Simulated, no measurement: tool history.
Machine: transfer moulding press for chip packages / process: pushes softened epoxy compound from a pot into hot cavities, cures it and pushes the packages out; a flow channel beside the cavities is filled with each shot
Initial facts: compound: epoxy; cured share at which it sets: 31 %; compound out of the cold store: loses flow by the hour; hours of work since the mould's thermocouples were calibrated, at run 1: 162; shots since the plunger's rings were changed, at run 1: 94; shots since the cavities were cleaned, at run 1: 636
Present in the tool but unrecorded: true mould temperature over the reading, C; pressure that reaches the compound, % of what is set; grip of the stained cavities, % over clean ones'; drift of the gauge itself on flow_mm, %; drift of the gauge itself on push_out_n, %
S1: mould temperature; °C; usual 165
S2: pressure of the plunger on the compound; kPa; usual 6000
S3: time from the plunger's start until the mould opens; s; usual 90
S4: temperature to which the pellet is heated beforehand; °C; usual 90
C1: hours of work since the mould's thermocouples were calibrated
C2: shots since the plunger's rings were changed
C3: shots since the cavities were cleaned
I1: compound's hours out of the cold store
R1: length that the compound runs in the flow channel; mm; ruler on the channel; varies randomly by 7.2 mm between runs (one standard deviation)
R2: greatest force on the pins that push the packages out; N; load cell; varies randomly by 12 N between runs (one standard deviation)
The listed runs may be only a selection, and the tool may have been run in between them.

run	day	S1	S2	S3	S4	C1	C2	C3	I1	R1	R2
1	0	165	6000	90	90	162	94	636	39	792	1082
# day 0.538: cavities cleaned with cleaning compound and waxed
2	1.738	165	6000	90	97	181	504	294	25.2	851	940
3	3.071	165	6000	90	97	196	831	621	8	937	1144
# day 3.571: cavities cleaned with cleaning compound and waxed
4	4.625	166	6000	90	90	212	1196	258	11.3	905	900
5	5.583	166	6000	90	90	223	1431	493	39.3	762	970
# day 6.717: cavities cleaned with cleaning compound and waxed
6	7.221	166	6000	90	90	241	1816	123	11	903	750
# day 7.4: mould's thermocouples calibrated
7	8.417	166	6000	90	90	11	2089	396	24.5	814	957
8	9.179	166	6000	90	90	20	2276	583	26.7	816	1065
# day 9.85: cavities cleaned with cleaning compound and waxed
9	10.533	165	6000	90	81	34	2592	167	13.3	888	834
10	11.546	165	5740	90	90	46	2840	415	12.3	860	1068
# day 11.975: mould's thermocouples calibrated, once more
# day 12.996: cavities cleaned with cleaning compound and waxed
11	13.358	162	5740	76	89	15	3249	89	42.2	728	1250
12	14.992	164	5240	126	88	33	3649	489	19.9	773	831
# day 16.042: cavities cleaned with cleaning compound and waxed
13	16.7	158	5310	126	88	52	4052	161	33.7	733	734
14	17.783	166	5930	90	92	64	4317	426	32.6	741	929
15	18.921	168	4710	79	86	77	4596	705	11.5	746	1285
# day 19.058: cavities cleaned with cleaning compound and waxed
16	19.938	168	4710	79	86	87	4829	214	47.2	595	868
17	20.921	165	6000	81	82	98	5071	456	14.3	826	1427
# day 22.162: cavities cleaned with cleaning compound and waxed
18	22.433	165	6000	81	82	114	5425	66	27.4	755	855
19	23.788	165	7090	89	80	130	5757	398	38.8	769	1044
20	24.808	165	4920	91	80	141	6007	648	8.7	765	1174

Predict each of these 4 candidate next runs independently; none follows another, all start after run 20:
# day 25.254: cavities cleaned with cleaning compound and waxed
A	26.158	165	6000	90	89	156	6322	221	44.4	?	?
# day 25.254: cavities cleaned with cleaning compound and waxed
B	26.158	165	5180	112	95	156	6322	221	12.5	?	?
# day 25.254: cavities cleaned with cleaning compound and waxed
C	26.158	165	4920	91	81	156	6322	221	36.5	?	?
# day 25.254: cavities cleaned with cleaning compound and waxed
D	26.158	165	6000	90	94	156	6322	221	29.4	?	?

run	R1	R2
A	674	840
B	776	739
C	645	825
D	739	842
The same runs, with their run-to-run variation unchanged, on a tool lacking any hidden condition would have given:
run	R1	R2
A	770	566
B	886	493
C	737	554
D	844	567

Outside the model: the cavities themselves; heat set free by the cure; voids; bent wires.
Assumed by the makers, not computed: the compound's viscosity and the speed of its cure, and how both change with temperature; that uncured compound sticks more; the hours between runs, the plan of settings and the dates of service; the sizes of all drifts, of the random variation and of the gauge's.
